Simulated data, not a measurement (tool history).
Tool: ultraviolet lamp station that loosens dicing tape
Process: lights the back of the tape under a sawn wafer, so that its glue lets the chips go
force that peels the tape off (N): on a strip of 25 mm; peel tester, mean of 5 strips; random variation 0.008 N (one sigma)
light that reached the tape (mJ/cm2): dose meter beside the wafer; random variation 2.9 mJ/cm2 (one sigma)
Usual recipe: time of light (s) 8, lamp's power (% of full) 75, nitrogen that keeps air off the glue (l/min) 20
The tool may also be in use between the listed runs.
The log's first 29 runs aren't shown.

| run | hour | time of light (s) | lamp's power (% of full) | nitrogen that keeps air off the glue (l/min) | force that peels the tape off (N) | light that reached the tape (mJ/cm2) |
|---|---|---|---|---|---|---|
| 30 | 459.4 | 10 | 60 | 28 | 0.351 | 340 |
| 31 | 469.7 | 10 | 60 | 28 | 0.354 | 341 |
| 32 | 490.6 | 11 | 96 | 9 | 0.273 | 591 |
| 33 | 508.2 | 9 | 96 | 18 | 0.276 | 484 |
| 34 | 522.5 | 9 | 96 | 18 | 0.287 | 476 |
| 35 | 534 | 9 | 96 | 18 | 0.277 | 475 |
| 36 | 552.4 | 4 | 82 | 36 | 0.715 | 180 |
| 37 | 571 | 8 | 75 | 15 | 0.463 | 330 |
| 38 | 584.6 | 4 | 93 | 22 | 0.735 | 202 |
| 39 | 603.1 | 8 | 87 | 20 | 0.348 | 374 |

Expected results for the next run?
| 40 | 618.6 | 8 | 87 | 20 | ? | ? |

force that peels the tape off (N): 0.346
light that reached the tape (mJ/cm2): 369
Take away the tool's hidden state, keep the run-to-run variation as it was, and the same run would have given force that peels the tape off (N) 0.275, light that reached the tape (mJ/cm2) 467.
